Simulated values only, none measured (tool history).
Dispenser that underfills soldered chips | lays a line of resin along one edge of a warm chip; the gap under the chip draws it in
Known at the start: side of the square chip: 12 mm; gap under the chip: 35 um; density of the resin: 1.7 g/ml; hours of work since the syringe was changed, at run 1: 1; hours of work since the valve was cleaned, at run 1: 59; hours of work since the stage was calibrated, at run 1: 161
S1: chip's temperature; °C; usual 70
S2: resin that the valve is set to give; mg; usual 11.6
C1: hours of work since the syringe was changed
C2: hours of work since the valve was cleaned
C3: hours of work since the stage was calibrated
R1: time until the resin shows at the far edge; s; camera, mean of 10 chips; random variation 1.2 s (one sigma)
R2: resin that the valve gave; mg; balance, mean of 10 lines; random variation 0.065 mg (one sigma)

{"run": 1, "hour": 0.0, "S1": 70, "S2": 11.6, "C1": 1, "C2": 59, "C3": 161, "R1": 125.9, "R2": 11.14}
{"hour": 7.1, "done": "new syringe of resin"}
{"run": 2, "hour": 8.9, "S1": 79, "S2": 11.6, "C1": 1, "C2": 66, "C3": 167, "R1": 89.8, "R2": 11.12}
{"hour": 15.0, "done": "new syringe of resin"}
{"hour": 23.2, "done": "new syringe of resin"}
{"run": 3, "hour": 24.7, "S1": 79, "S2": 11.6, "C1": 1, "C2": 77, "C3": 179, "R1": 89.1, "R2": 11.0}
{"hour": 31.4, "done": "new syringe of resin"}
{"run": 4, "hour": 37.4, "S1": 70, "S2": 11.6, "C1": 5, "C2": 87, "C3": 189, "R1": 169.8, "R2": 10.92}
{"hour": 38.9, "done": "new syringe of resin"}
{"hour": 47.3, "done": "new syringe of resin"}
{"run": 5, "hour": 48.8, "S1": 70, "S2": 11.6, "C1": 1, "C2": 95, "C3": 197, "R1": 132.8, "R2": 10.89}
{"hour": 54.8, "done": "new syringe of resin"}
{"hour": 63.0, "done": "new syringe of resin"}
{"run": 6, "hour": 63.0, "S1": 70, "S2": 10.4, "C1": 0, "C2": 106, "C3": 207, "R1": 131.5, "R2": 9.62}
{"hour": 70.3, "done": "new syringe of resin"}
{"run": 7, "hour": 70.3, "S1": 70, "S2": 11.6, "C1": 0, "C2": 111, "C3": 213, "R1": 126.8, "R2": 10.72}
{"hour": 73.7, "done": "dispensing valve cleaned and set on the balance"}
{"hour": 78.3, "done": "new syringe of resin"}
{"run": 8, "hour": 78.3, "S1": 85, "S2": 11.6, "C1": 0, "C2": 3, "C3": 218, "R1": 65.9, "R2": 11.58}
{"hour": 86.0, "done": "new syringe of resin"}
{"run": 9, "hour": 89.1, "S1": 85, "S2": 11.6, "C1": 2, "C2": 11, "C3": 226, "R1": 78.8, "R2": 11.45}
{"hour": 93.9, "done": "new syringe of resin"}
{"hour": 101.9, "done": "new syringe of resin"}
{"run": 10, "hour": 102.9, "S1": 85, "S2": 11.6, "C1": 1, "C2": 22, "C3": 236, "R1": 68.9, "R2": 11.42}
{"hour": 109.1, "done": "new syringe of resin"}
{"hour": 116.3, "done": "new syringe of resin"}
{"run": 11, "hour": 118.3, "S1": 85, "S2": 11.6, "C1": 2, "C2": 33, "C3": 248, "R1": 72.4, "R2": 11.28}
{"hour": 123.8, "done": "new syringe of resin"}
{"run": 12, "hour": 129.5, "S1": 70, "S2": 11.6, "C1": 4, "C2": 41, "C3": 256, "R1": 164.5, "R2": 11.29}
{"hour": 131.1, "done": "new syringe of resin"}
{"hour": 138.2, "done": "new syringe of resin"}
{"run": 13, "hour": 139.1, "S1": 70, "S2": 11.6, "C1": 1, "C2": 48, "C3": 263, "R1": 133.0, "R2": 11.05}
{"hour": 145.3, "done": "new syringe of resin"}
{"hour": 152.6, "done": "new syringe of resin"}
{"run": 14, "hour": 152.6, "S1": 70, "S2": 11.0, "C1": 0, "C2": 58, "C3": 273, "R1": 129.2, "R2": 10.43}
{"hour": 160.2, "done": "new syringe of resin"}
{"run": 15, "hour": 161.7, "S1": 70, "S2": 11.0, "C1": 1, "C2": 65, "C3": 280, "R1": 141.8, "R2": 10.45}
{"hour": 168.2, "done": "new syringe of resin"}
{"run": 16, "hour": 170.5, "S1": 70, "S2": 11.0, "C1": 2, "C2": 72, "C3": 287, "R1": 147.1, "R2": 10.32}
{"hour": 176.4, "done": "new syringe of resin"}
{"run": 17, "hour": 180.1, "S1": 70, "S2": 10.7, "C1": 3, "C2": 79, "C3": 294, "R1": 159.7, "R2": 10.06}
{"hour": 183.7, "done": "new syringe of resin"}
{"hour": 190.8, "done": "new syringe of resin"}
{"run": 18, "hour": 193.1, "S1": 70, "S2": 10.7, "C1": 2, "C2": 89, "C3": 303, "R1": 150.8, "R2": 10.05}
{"hour": 197.9, "done": "new syringe of resin"}
{"run": 19, "hour": 202.1, "S1": 70, "S2": 10.1, "C1": 3, "C2": 95, "C3": 310, "R1": 169.2, "R2": 9.47}
{"hour": 205.7, "done": "new syringe of resin"}
{"hour": 213.2, "done": "new syringe of resin"}
{"run": 20, "hour": 218.1, "S1": 63, "S2": 13.2, "C1": 4, "C2": 107, "C3": 322, "R1": 220.8, "R2": 12.13}
{"hour": 220.9, "done": "new syringe of resin"}
{"hour": 226.6, "done": "dispensing valve cleaned and set on the balance"}
{"run": 21, "hour": 228.6, "S1": 59, "S2": 11.6, "C1": 5, "C2": 2, "C3": 329, "R1": 298.2, "R2": 11.63}
{"hour": 229.9, "done": "new syringe of resin"}
{"hour": 237.1, "done": "new syringe of resin"}
{"run": 22, "hour": 239.1, "S1": 69, "S2": 10.0, "C1": 2, "C2": 9, "C3": 337, "R1": 158.6, "R2": 9.85}
{"hour": 244.9, "done": "new syringe of resin"}
{"run": 23, "hour": 249.6, "S1": 62, "S2": 10.7, "C1": 4, "C2": 17, "C3": 345, "R1": 241.6, "R2": 10.56}
{"hour": 252.5, "done": "new syringe of resin"}
{"hour": 260.1, "done": "new syringe of resin"}
{"run": 24, "hour": 265.2, "S1": 71, "S2": 11.6, "C1": 4, "C2": 29, "C3": 356, "R1": 156.4, "R2": 11.28}
{"hour": 267.8, "done": "new syringe of resin"}
{"hour": 275.7, "done": "new syringe of resin"}
{"run": 25, "hour": 279.7, "S1": 65, "S2": 10.0, "C1": 3, "C2": 39, "C3": 367, "R1": 209.1, "R2": 9.77}
{"hour": 283.3, "done": "new syringe of resin"}
{"run": 26, "hour": 289.1, "S1": 56, "S2": 13.3, "C1": 4, "C2": 46, "C3": 374, "R1": 331.2, "R2": 12.86}
{"hour": 290.8, "done": "new syringe of resin"}
{"hour": 299.1, "done": "new syringe of resin"}
{"run": 27, "hour": 301.7, "S1": 83, "S2": 11.9, "C1": 2, "C2": 56, "C3": 383, "R1": 84.5, "R2": 11.38}
{"hour": 306.7, "done": "new syringe of resin"}
{"hour": 314.5, "done": "new syringe of resin"}
{"run": 28, "hour": 318.7, "S1": 78, "S2": 12.9, "C1": 3, "C2": 68, "C3": 396, "R1": 112.5, "R2": 12.3}

The next listed run, before its measurement:
{"hour": 322.2, "done": "new syringe of resin"}
{"hour": 329.9, "done": "new syringe of resin"}
{"run": 29, "hour": 334.8, "S1": 75, "S2": 12.8, "C1": 4, "C2": 80, "C3": 408, "R1": "?", "R2": "?"}

R1: 129.7 s
R2: 12.01 mg
Without the tool's hidden state the same run would have given R1 89.5 s, R2 12.76 mg.
